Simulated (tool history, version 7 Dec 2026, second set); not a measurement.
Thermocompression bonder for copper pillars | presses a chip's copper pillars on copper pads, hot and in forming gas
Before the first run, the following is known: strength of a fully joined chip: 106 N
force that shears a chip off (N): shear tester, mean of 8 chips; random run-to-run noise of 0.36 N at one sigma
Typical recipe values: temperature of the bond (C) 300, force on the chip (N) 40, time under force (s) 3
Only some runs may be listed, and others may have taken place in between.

run    hour  temperature of the bond (C)  force on the chip (N)  time under force (s)  force that shears a chip off (N)
  1     0.0                          300                     40                     3                              68.9
  2    64.0                          300                     40                     3                              68.0
  3    97.6                          300                     40                     3                              67.2
  4   159.2                          300                     40                     3                              67.7
  5   205.6                          300                     40                     3                              67.1
      224.1  -- forming gas filter changed
      230.6  -- heater calibrated with a thermocouple chip
  6   275.4                          300                     41                     3                              65.3
  7   341.6                          300                     41                     3                              65.4
  8   394.8                          300                     41                     3                              64.9
  9   450.1                          300                     41                     3                              64.5
 10   513.6                          300                     40                     3                              62.9
 11   553.4                          300                     40                     3                              62.7
      592.8  -- force cell calibrated
 12   620.2                          300                     40                     3                              66.4
 13   656.1                          300                     40                     3                              66.2
 14   708.8                          300                     51                     3                              75.7
 15   742.8                          284                     40                     3                              58.7
 16   773.9                          284                     40                     4                              64.0
      802.5  -- forming gas filter changed
 17   827.4                          284                     40                     4                              66.5
 18   890.8                          300                     40                     9                              88.7
 19   941.3                          300                     40                     9                              88.1
 20   991.7                          300                     40                     9                              87.5
 21  1020.9                          288                     33                     3                              54.4
 22  1074.5                          280                     40                     3                              57.7
 23  1125.1                          300                     40                     4                              72.7
 24  1157.7                          319                     34                     3                              68.0
 25  1191.4                          273                     34                     3                              48.7
 26  1257.2                          273                     34                     3                              47.7
 27  1297.4                          273                     34                     3                              47.5
 28  1355.0                          273                     29                     3                              42.2
     1378.6  -- forming gas filter changed
 29  1383.7                          273                     29                     3                              44.3
 30  1420.8                          319                     54                     6                              96.3
 31  1479.9                          319                     54                     6                              96.1
 32  1530.2                          300                     42                     3                              70.2
 33  1590.5                          270                     35                     3                              48.3
 34  1640.9                          270                     35                     3                              48.2
 35  1699.2                          270                     35                     3                              48.0
 36  1766.0                          321                     51                     3                              83.4
 37  1796.7                          307                     29                     7                              72.4
 38  1863.4                          307                     29                     7                              71.9

The logged runs with the hidden state left out (each run's random variation unchanged):
Hidden conditions of the tool in this case: true temperature of the bond over the reading, C; force that reaches the chip, % of what is set; oxide that the forming gas leaves, % of the face; drift of the gauge itself on shear_n, %.
run  force that shears a chip off (N)
  1                              69.1
  2                              68.6
  3                              68.0
  4                              68.9
  5                              68.6
  6                              69.2
  7                              69.8
  8                              69.6
  9                              69.5
 10                              68.2
 11                              68.2
 12                              68.1
 13                              68.1
 14                              78.3
 15                              60.8
 16                              66.6
 17                              66.2
 18                              89.1
 19                              88.9
 20                              88.7
 21                              55.2
 22                              58.7
 23                              74.6
 24                              70.1
 25                              50.0
 26                              49.4
 27                              49.3
 28                              44.0
 29                              44.0
 30                              96.8
 31                              97.0
 32                              71.0
 33                              48.9
 34                              49.1
 35                              49.1
 36                              86.5
 37                              75.3
 38                              75.2
